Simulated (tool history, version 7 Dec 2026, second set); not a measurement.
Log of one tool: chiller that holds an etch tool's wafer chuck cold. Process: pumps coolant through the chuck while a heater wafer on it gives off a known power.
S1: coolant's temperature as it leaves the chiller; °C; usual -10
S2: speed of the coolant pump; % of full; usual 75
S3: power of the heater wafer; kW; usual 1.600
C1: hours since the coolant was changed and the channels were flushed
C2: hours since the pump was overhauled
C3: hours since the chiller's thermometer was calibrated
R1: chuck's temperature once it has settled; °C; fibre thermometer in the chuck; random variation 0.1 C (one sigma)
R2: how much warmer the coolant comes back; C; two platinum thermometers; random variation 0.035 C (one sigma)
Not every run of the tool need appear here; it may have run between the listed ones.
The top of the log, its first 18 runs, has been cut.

{"run": 19, "day": 47.708, "S1": -16, "S2": 75, "S3": 1.639, "C1": 1741, "C2": 307, "C3": 3231, "R1": 0.2, "R2": 7.86}
{"run": 20, "day": 49.992, "S1": -10, "S2": 61, "S3": 1.6, "C1": 1796, "C2": 362, "C3": 3286, "R1": 9.0, "R2": 9.66}
{"day": 50.9, "done": "coolant pump overhauled, once more"}
{"run": 21, "day": 52.812, "S1": -10, "S2": 61, "S3": 1.6, "C1": 1859, "C2": 46, "C3": 3348, "R1": 5.6, "R2": 7.69}
{"run": 22, "day": 56.279, "S1": -3, "S2": 75, "S3": 1.6, "C1": 1942, "C2": 129, "C3": 3431, "R1": 9.7, "R2": 6.11}
{"run": 23, "day": 59.912, "S1": -3, "S2": 75, "S3": 1.6, "C1": 2029, "C2": 216, "C3": 3519, "R1": 9.8, "R2": 6.12}
{"run": 24, "day": 63.421, "S1": -3, "S2": 75, "S3": 1.6, "C1": 2114, "C2": 300, "C3": 3603, "R1": 9.8, "R2": 6.08}
{"run": 25, "day": 65.738, "S1": -3, "S2": 75, "S3": 1.6, "C1": 2169, "C2": 356, "C3": 3658, "R1": 9.8, "R2": 6.17}
{"run": 26, "day": 69.371, "S1": -3, "S2": 75, "S3": 1.6, "C1": 2256, "C2": 443, "C3": 3746, "R1": 10.1, "R2": 6.23}
{"run": 27, "day": 72.688, "S1": -10, "S2": 75, "S3": 1.078, "C1": 2336, "C2": 523, "C3": 3825, "R1": -1.5, "R2": 4.21}
{"run": 28, "day": 74.408, "S1": -15, "S2": 79, "S3": 1.078, "C1": 2377, "C2": 564, "C3": 3867, "R1": -6.9, "R2": 4.0}
{"run": 29, "day": 76.162, "S1": -1, "S2": 96, "S3": 0.876, "C1": 2419, "C2": 606, "C3": 3909, "R1": 4.2, "R2": 2.61}
{"run": 30, "day": 78.908, "S1": -1, "S2": 96, "S3": 0.876, "C1": 2485, "C2": 672, "C3": 3975, "R1": 4.0, "R2": 2.63}

Forecast run 31:
{"run": 31, "day": 82.233, "S1": -1, "S2": 63, "S3": 2.175, "C1": 2565, "C2": 752, "C3": 4054, "R1": "?", "R2": "?"}

R1: 20.5 °C
R2: 10.35 C
With the hidden condition absent and the run-to-run variation left alone, this run would have shown R1 19.2 °C, R2 10.07 C.
